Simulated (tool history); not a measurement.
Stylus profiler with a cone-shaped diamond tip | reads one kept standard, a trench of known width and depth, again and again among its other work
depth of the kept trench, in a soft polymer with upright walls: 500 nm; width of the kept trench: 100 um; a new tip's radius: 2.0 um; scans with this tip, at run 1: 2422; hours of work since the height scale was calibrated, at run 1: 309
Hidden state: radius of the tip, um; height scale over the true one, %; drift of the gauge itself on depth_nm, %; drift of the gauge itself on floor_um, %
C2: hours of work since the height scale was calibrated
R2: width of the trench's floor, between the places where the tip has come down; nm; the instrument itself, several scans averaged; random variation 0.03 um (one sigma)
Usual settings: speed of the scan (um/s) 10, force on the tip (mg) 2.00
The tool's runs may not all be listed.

{"run": 1, "hour": 0.0, "speed of the scan (um/s)": 10, "force on the tip (mg)": 2.0, "scans with this tip": 2422, "C2": 309, "depth of the trench (Å)": 5031.1, "R2": 97300}
{"run": 2, "hour": 15.1, "speed of the scan (um/s)": 10, "force on the tip (mg)": 5.19, "scans with this tip": 2480, "C2": 317, "depth of the trench (Å)": 5059.0, "R2": 97320}
{"run": 3, "hour": 28.4, "speed of the scan (um/s)": 10, "force on the tip (mg)": 1.69, "scans with this tip": 2531, "C2": 323, "depth of the trench (Å)": 5028.1, "R2": 97290}
{"run": 4, "hour": 37.0, "speed of the scan (um/s)": 10, "force on the tip (mg)": 1.69, "scans with this tip": 2564, "C2": 327, "depth of the trench (Å)": 5030.6, "R2": 97310}
{"run": 5, "hour": 51.7, "speed of the scan (um/s)": 10, "force on the tip (mg)": 2.0, "scans with this tip": 2620, "C2": 335, "depth of the trench (Å)": 5032.4, "R2": 97330}
{"run": 6, "hour": 59.7, "speed of the scan (um/s)": 16, "force on the tip (mg)": 2.0, "scans with this tip": 2651, "C2": 339, "depth of the trench (Å)": 5033.2, "R2": 97280}
{"run": 7, "hour": 67.5, "speed of the scan (um/s)": 16, "force on the tip (mg)": 2.0, "scans with this tip": 2681, "C2": 342, "depth of the trench (Å)": 5029.3, "R2": 97230}
{"run": 8, "hour": 75.3, "speed of the scan (um/s)": 16, "force on the tip (mg)": 2.0, "scans with this tip": 2710, "C2": 346, "depth of the trench (Å)": 5032.5, "R2": 97310}
{"run": 9, "hour": 83.2, "speed of the scan (um/s)": 10, "force on the tip (mg)": 2.0, "scans with this tip": 2741, "C2": 350, "depth of the trench (Å)": 5031.2, "R2": 97270}
{"run": 10, "hour": 91.0, "speed of the scan (um/s)": 10, "force on the tip (mg)": 2.0, "scans with this tip": 2771, "C2": 354, "depth of the trench (Å)": 5031.1, "R2": 97290}
{"run": 11, "hour": 104.3, "speed of the scan (um/s)": 10, "force on the tip (mg)": 2.0, "scans with this tip": 2822, "C2": 360, "depth of the trench (Å)": 5030.1, "R2": 97290}
{"run": 12, "hour": 114.6, "speed of the scan (um/s)": 10, "force on the tip (mg)": 1.07, "scans with this tip": 2861, "C2": 365, "depth of the trench (Å)": 5019.3, "R2": 97210}
{"run": 13, "hour": 131.1, "speed of the scan (um/s)": 10, "force on the tip (mg)": 1.07, "scans with this tip": 2924, "C2": 373, "depth of the trench (Å)": 5023.2, "R2": 97280}
{"run": 14, "hour": 139.5, "speed of the scan (um/s)": 10, "force on the tip (mg)": 2.0, "scans with this tip": 2956, "C2": 378, "depth of the trench (Å)": 5031.6, "R2": 97280}
{"run": 15, "hour": 152.5, "speed of the scan (um/s)": 10, "force on the tip (mg)": 2.0, "scans with this tip": 3006, "C2": 384, "depth of the trench (Å)": 5033.4, "R2": 97290}
{"run": 16, "hour": 159.7, "speed of the scan (um/s)": 10, "force on the tip (mg)": 2.0, "scans with this tip": 3034, "C2": 387, "depth of the trench (Å)": 5026.9, "R2": 97340}

The next listed run, before its measurement:
{"run": 17, "hour": 176.1, "speed of the scan (um/s)": 10, "force on the tip (mg)": 2.0, "scans with this tip": 3097, "C2": 395, "depth of the trench (Å)": "?", "R2": "?"}

Run 17 gave depth of the trench (Å) 5031.0, R2 97300 nm.
Without the tool's hidden state the same run would have given depth of the trench (Å) 5031.4, R2 97300 nm.

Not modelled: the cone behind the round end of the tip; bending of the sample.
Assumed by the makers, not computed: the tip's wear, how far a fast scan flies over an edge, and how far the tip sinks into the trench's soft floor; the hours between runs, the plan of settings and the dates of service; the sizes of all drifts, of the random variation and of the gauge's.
